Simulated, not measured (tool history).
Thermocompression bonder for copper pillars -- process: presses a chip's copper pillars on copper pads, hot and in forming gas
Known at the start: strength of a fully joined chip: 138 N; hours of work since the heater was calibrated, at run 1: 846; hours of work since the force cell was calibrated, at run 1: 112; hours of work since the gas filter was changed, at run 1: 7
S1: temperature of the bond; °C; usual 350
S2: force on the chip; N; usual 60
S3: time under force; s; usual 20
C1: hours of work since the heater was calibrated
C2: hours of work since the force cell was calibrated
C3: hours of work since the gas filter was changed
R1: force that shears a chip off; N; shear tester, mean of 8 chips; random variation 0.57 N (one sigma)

run   hour   S1  S2  S3   C1   C2  C3    R1
  1      0  350  60  20  846  112   7    78
  2   21.9  350  60  20  858  124  19  77.8
  3     39  350  60  20  867  133  28  77.7
  4   63.3  350  38  20  880  146  41  64.3
  5   78.4  350  60  20  889  154  49  77.8
  6  104.3  368  60  20  903  168  63  92.3

Estimate the outcome of run 7 from the log above:
  7  133.1  378  60  20  918  184  79   ?

R1: 100 N
Without the tool's hidden state the same run would have given R1 99.8 N.

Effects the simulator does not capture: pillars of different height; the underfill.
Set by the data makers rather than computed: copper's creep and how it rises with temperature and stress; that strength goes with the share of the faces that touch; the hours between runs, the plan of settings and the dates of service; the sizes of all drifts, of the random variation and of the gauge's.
